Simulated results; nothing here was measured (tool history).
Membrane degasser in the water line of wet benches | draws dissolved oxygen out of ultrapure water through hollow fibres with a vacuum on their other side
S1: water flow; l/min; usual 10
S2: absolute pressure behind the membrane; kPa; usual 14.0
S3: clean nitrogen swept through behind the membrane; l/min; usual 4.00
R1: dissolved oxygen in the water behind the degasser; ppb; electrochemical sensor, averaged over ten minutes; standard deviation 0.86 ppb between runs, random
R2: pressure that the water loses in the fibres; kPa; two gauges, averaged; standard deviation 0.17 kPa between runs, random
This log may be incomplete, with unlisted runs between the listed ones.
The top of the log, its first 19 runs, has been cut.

Run 20, day 52.162: usual settings but S1 6 l/min, S3 6.62 l/min. Result: R1 29.1 ppb, R2 16.89 kPa.
Run 21, day 53.842: usual settings but S1 12 l/min, S2 10.9 kPa, S3 11.93 l/min. Result: R1 60.8 ppb, R2 33.65 kPa.
Run 22, day 57.054: usual settings but S1 12 l/min, S2 10.9 kPa, S3 11.93 l/min. Result: R1 62.5 ppb, R2 33.75 kPa.
Run 23, day 59.408: usual settings but S3 1.74 l/min. Result: R1 176.3 ppb, R2 28.29 kPa.
Run 24, day 61.333: usual settings but S2 21.5 kPa, S3 8.85 l/min. Result: R1 72.0 ppb, R2 28.21 kPa.
Run 25, day 62.996: usual settings but S2 29.2 kPa, S3 2.82 l/min. Result: R1 258.0 ppb, R2 28.11 kPa.
Run 26, day 66.629: usual settings but S2 20.3 kPa, S3 3.38 l/min. Result: R1 148.9 ppb, R2 28.46 kPa.
Run 27, day 69.117: usual settings but S2 20.3 kPa, S3 3.38 l/min. Result: R1 151.1 ppb, R2 28.34 kPa.
Run 28, day 72.212: usual settings but S3 2.20 l/min. Result: R1 147.9 ppb, R2 28.26 kPa.
Run 29, day 74.383: usual settings but S1 9 l/min, S3 2.20 l/min. Result: R1 126.8 ppb, R2 25.33 kPa.
Run 30, day 77.129: usual settings but S1 7 l/min, S2 17.2 kPa, S3 1.76 l/min. Result: R1 155.4 ppb, R2 19.97 kPa.
Run 31, day 79.492: usual settings but S2 11.9 kPa, S3 2.74 l/min. Result: R1 100.4 ppb, R2 28.29 kPa.

5 ways to go on from here, each from the tool as it stands after run 31. What would each give?
Run A, day 81.467: usual settings but S2 16.4 kPa. Result: R1 ?, R2 ?.
Run B, day 81.467: usual settings but S1 7 l/min, S2 12.0 kPa, S3 9.21 l/min. Result: R1 ?, R2 ?.
Run C, day 81.467: usual settings but S2 15.9 kPa, S3 2.74 l/min. Result: R1 ?, R2 ?.
Run D, day 81.467: usual settings but S2 14.9 kPa. Result: R1 ?, R2 ?.
Run E, day 81.467: usual settings but S2 11.9 kPa, S3 9.67 l/min. Result: R1 ?, R2 ?.

run     R1     R2
  A  105.1  28.37
  B   20.6  19.53
  C  138.3  28.37
  D   94.9  28.46
  E   42.2  28.13
Take away the tool's hidden state, keep each run's random variation, and the runs would have read:
run     R1     R2
  A   95.1  27.60
  B   17.9  18.99
  C  125.9  27.60
  D   85.7  27.69
  E   37.3  27.37
